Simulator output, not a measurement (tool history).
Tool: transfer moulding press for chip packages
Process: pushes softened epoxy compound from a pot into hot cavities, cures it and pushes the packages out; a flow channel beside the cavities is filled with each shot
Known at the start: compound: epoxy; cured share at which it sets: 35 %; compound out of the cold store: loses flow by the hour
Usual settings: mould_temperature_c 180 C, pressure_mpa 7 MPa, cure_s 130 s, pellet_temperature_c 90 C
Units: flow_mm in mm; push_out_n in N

run,hour,mould_temperature_c,pressure_mpa,cure_s,pellet_temperature_c,incoming compound's hours out of the cold store,flow_mm,push_out_n
1,0,180,7,130,90,12.4,570,624
2,6.4,180,7,130,90,14.3,565,669
3,15.4,180,7,130,90,11.2,573,681
4,25.6,180,7,130,90,9.3,574,699
5,34.1,180,7,130,90,40.4,521,742
6,42.1,180,7,130,90,32,536,736
7,49.1,180,7,130,90,12.1,569,741
8,60.5,180,7,130,90,28.4,538,732
9,66.6,180,7,138,90,37.2,527,713
# hour 68.9: cavities cleaned with cleaning compound and waxed
10,72.9,180,7,138,97,21.2,554,849
11,78.2,182,7,140,90,8.6,570,837
12,88.1,173,7.36,130,84,28,567,1283
13,93.1,173,7.36,130,84,19.2,581,1252
14,101.3,177,7.36,130,92,22.6,568,974
# hour 111.8: cavities cleaned with cleaning compound and waxed, once more
15,112.1,177,7.36,130,92,44.5,530,496
16,123.1,181,7,126,90,46.7,508,505
17,128.3,185,7,156,82,8.8,564,452
18,133,185,7,156,82,43.2,508,499

3 ways to go on from here, each from the tool as it stands after run 18. What would each give?
A,142.8,181,6.88,130,90,36.7,?,?
B,142.8,188,7,138,80,47.7,?,?
C,142.8,181,8.7,113,82,18.8,?,?

run,flow_mm,push_out_n
A,514,570
B,494,534
C,612,698
Without the tool's hidden state the same runs would have given:
run,flow_mm,push_out_n
A,522,424
B,501,398
C,621,515
